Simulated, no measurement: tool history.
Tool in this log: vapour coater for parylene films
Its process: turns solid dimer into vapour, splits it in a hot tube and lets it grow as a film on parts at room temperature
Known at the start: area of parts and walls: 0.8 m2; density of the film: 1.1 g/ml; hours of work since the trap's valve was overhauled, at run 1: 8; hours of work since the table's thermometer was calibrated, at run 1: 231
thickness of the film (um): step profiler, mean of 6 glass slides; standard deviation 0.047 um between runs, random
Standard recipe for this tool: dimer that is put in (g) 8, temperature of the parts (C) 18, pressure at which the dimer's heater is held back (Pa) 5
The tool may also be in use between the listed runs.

run   hour  dimer that is put in (g)  temperature of the parts (C)  pressure at which the dimer's heater is held back (Pa)  hours of work since the trap's valve was overhauled  hours of work since the table's thermometer was calibrated  thickness of the film (um)
  1      0                         8                            18                                                       5                                                    8                                                         231                        5.16
  2   24.5                         8                            18                                                       5                                                   20                                                         243                        5.12
  3   47.3                         8                            18                                                       5                                                   31                                                         254                        5.16
  4   62.8                         8                            18                                                       5                                                   38                                                         261                        5.21
  5   76.6                         8                            14                                                       5                                                   45                                                         268                        5.75
  6   98.4                         8                            18                                                       5                                                   55                                                         278                        5.11
  7  112.3                         8                            18                                                       5                                                   62                                                         285                        5.12
  8  129.9                         8                            18                                                       5                                                   70                                                         293                        5.02
  9  145.3                         8                            18                                                       5                                                   78                                                         301                        5.03
 10  163.8                         8                            18                                                       5                                                   87                                                         310                        5.07
 11  180.4                         8                            18                                                       5                                                   95                                                         318                        5.03
 12  203.5                         8                            18                                                       5                                                  106                                                         329                        5.01
 13  230.1                         8                            18                                                       5                                                  119                                                         342                        5.06
 14  250.1                         8                            18                                                       5                                                  128                                                         351                        5.01
 15  264.9                         8                            18                                                       5                                                  136                                                         359                        4.88
 16  287.2                         8                            18                                                       5                                                  146                                                         369                         4.9
 17  306.5                         8                            18                                                       5                                                  156                                                         379                        4.91
 18  326.8                         8                            16                                                       5                                                  165                                                         388                        5.14
 19  339.4                        10                            18                                                       5                                                  171                                                         394                        6.12
 20  362.2                         8                            18                                                       5                                                  182                                                         405                        4.96
 21    376                         8                            18                                                       5                                                  189                                                         412                        4.77
 22  388.6                         8                            18                                                       5                                                  195                                                         418                        4.77
 23    408                         8                            18                                                       5                                                  205                                                         428                        4.88
 24  421.7                        10                            18                                                       5                                                  211                                                         434                           6
 25  433.9                        10                            18                                                       5                                                  217                                                         440                        5.92
 26  451.1                        11                            13                                                    3.88                                                  225                                                         448                        7.73
 27  476.5                         3                            15                                                       5                                                  238                                                         461                        1.94
 28  490.9                         7                            15                                                    9.48                                                  244                                                         468                        4.21
 29  516.7                         5                            18                                                    8.71                                                  257                                                         480                        2.85
 30  528.7                         5                            10                                                    8.71                                                  263                                                         486                        3.46
 31  542.2                         8                            23                                                    6.86                                                  269                                                         492                        3.96
 32  554.4                         4                            18                                                    3.11                                                  275                                                         498                        2.44
 33  569.9                         4                            13                                                    3.11                                                  283                                                         506                         2.8
 34  593.7                         7                            18                                                     2.4                                                  294                                                         517                        4.34
 35  614.4                         4                            18                                                    7.47                                                  304                                                         527                        2.21
 36  633.7                        12                            18                                                    5.29                                                  313                                                         536                        6.74
 37    654                         6                            23                                                    6.22                                                  323                                                         546                        2.94
     673.6  -- trap's valve overhauled
 38  684.1                         5                            27                                                    3.95                                                    5                                                         559                        2.63
 39  702.3                         3                            18                                                       5                                                   14                                                         567                        1.94
 40  723.1                         3                            18                                                       5                                                   24                                                         578                        1.98
 41  737.6                         8                            17                                                    8.27                                                   31                                                         585                         5.1
 42  752.3                         8                            17                                                    8.27                                                   38                                                         592                           5
 43  767.8                         8                            21                                                       5                                                   45                                                         599                        4.79
 44  789.4                         3                            14                                                       5                                                   56                                                         609                        2.14
 45  805.4                         8                            18                                                    8.12                                                   64                                                         617                         4.8
 46  822.2                         8                            18                                                    8.12                                                   72                                                         625                         4.8

Forecast each of these 3 alternatives for the next run:
  A  841.5                        13                            24                                                    3.28                                                   81                                                         635                           ?
  B  841.5                         8                            24                                                    2.71                                                   81                                                         635                           ?
  C  841.5                         6                            12                                                     3.2                                                   81                                                         635                           ?

run  thickness of the film (um)
  A                        7.38
  B                        4.53
  C                        4.59
Had the tool no hidden state, the same runs would have come out as:
run  thickness of the film (um)
  A                        7.75
  B                        4.76
  C                        4.82

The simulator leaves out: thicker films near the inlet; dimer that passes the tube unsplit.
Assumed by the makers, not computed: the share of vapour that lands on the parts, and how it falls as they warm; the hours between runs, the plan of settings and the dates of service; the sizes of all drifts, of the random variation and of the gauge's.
